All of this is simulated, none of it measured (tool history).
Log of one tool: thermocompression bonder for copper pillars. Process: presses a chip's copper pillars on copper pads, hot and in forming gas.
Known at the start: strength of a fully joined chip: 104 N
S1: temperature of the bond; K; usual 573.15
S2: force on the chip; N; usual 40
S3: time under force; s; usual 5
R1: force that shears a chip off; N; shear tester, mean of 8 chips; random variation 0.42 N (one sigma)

run    hour      S1  S2  S3    R1
  1     0.0  573.15  40   5  49.3
  2    69.6  573.15  27   5  32.0
      111.5  -- force cell calibrated
      124.2  -- forming gas filter changed
  3   133.0  573.15  27   5  33.6
  4   211.9  573.15  27   5  32.5
      270.2  -- force cell calibrated, once more
  5   279.4  573.15  40   5  53.1
      353.1  -- forming gas filter changed
  6   353.1  573.15  47   5  65.5
  7   417.8  602.15  40   5  75.6
  8   459.0  573.15  40  10  65.8
  9   514.2  573.15  40   5  52.5
      578.7  -- forming gas filter changed
 10   589.4  573.15  40  10  69.6
 11   648.5  573.15  40   3  46.9
 12   695.0  573.15  40   3  45.4
 13   728.9  573.15  40   5  52.9
 14   784.7  573.15  40   5  52.2
      803.5  -- forming gas filter changed
 15   836.0  573.15  40   3  47.5
 16   884.3  573.15  38   5  52.9
 17   920.5  573.15  40   5  53.5
 18   969.4  573.15  40   5  52.3
 19  1010.3  573.15  40   5  51.3
     1030.4  -- forming gas filter changed
 20  1081.5  578.15  59  10  87.2
 21  1159.8  555.15  53   6  56.7
 22  1214.2  558.15  28  12  41.8
     1257.3  -- forming gas filter changed
 23  1280.7  566.15  28  12  50.4
 24  1361.0  545.15  25  12  31.2
 25  1404.1  599.15  26   4  46.0
     1428.2  -- heater calibrated with a thermocouple chip
 26  1446.6  573.15  41   5  48.9

Run 27 comes next. What will it give?
     1483.0  -- forming gas filter changed
 27  1500.5  573.15  41   5   ?

Run 27 gave R1 52.4 N.
Without the tool's hidden state the same run would have given R1 55.5 N.
